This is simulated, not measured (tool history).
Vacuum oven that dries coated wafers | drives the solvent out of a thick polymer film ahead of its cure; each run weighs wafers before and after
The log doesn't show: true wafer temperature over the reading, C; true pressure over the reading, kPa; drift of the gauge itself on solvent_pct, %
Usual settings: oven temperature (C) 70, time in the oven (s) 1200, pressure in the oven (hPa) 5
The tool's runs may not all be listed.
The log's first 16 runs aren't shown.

| run | day | oven temperature (C) | time in the oven (s) | pressure in the oven (hPa) | hours of work since the thermocouples were calibrated | hours of work since the vacuum gauge was cleaned of residue | solvent left in the film (%) |
|---|---|---|---|---|---|---|---|
| 17 | 46.533 | 72 | 1200 | 3.86 | 415 | 1981 | 3.98 |
| 18 | 49.325 | 59 | 720 | 3.64 | 460 | 2026 | 12.65 |
| 19 | 53.042 | 59 | 720 | 3.64 | 520 | 2086 | 12.67 |
| 20 | 55.325 | 70 | 1500 | 5 | 556 | 2122 | 3.72 |
| 21 | 59.333 | 70 | 1500 | 10.78 | 621 | 2187 | 4 |
| 22 | 62.15 | 70 | 1500 | 10.78 | 666 | 2232 | 4.04 |
| 23 | 65.354 | 75 | 1020 | 5 | 717 | 2283 | 3.64 |
| 24 | 67.392 | 77 | 1740 | 5 | 750 | 2316 | 1.15 |
| 25 | 71.608 | 77 | 1740 | 5 | 817 | 2383 | 1.08 |
| 26 | 73.942 | 77 | 1740 | 5 | 855 | 2421 | 1.18 |
| 27 | 78.162 | 76 | 1080 | 7.03 | 923 | 2488 | 2.95 |
| 28 | 81.217 | 76 | 1080 | 7.03 | 972 | 2537 | 2.84 |
|  | 83.592 | oven's thermocouples calibrated |
| 29 | 85.662 | 60 | 1080 | 2.66 | 33 | 2607 | 10.3 |
|  | 87.292 | vacuum gauge cleaned of residue and calibrated |
| 30 | 88.788 | 60 | 1080 | 2.66 | 82 | 24 | 9.93 |

5 ways to go on from here, each from the tool as it stands after run 30. What would each give?
| A | 91.354 | 70 | 840 | 18.31 | 123 | 65 | ? |
| B | 91.354 | 57 | 1080 | 5 | 123 | 65 | ? |
| C | 91.354 | 84 | 1500 | 6.99 | 123 | 65 | ? |
| D | 91.354 | 80 | 1200 | 10.21 | 123 | 65 | ? |
| E | 91.354 | 70 | 900 | 5.11 | 123 | 65 | ? |

| run | solvent left in the film (%) |
|---|---|
| A | 7.62 |
| B | 11.27 |
| C | 0.38 |
| D | 1.44 |
| E | 6.25 |
Without the tool's hidden state the same runs would have given:
| run | solvent left in the film (%) |
|---|---|
| A | 7.99 |
| B | 11.57 |
| C | 0.43 |
| D | 1.61 |
| E | 6.61 |
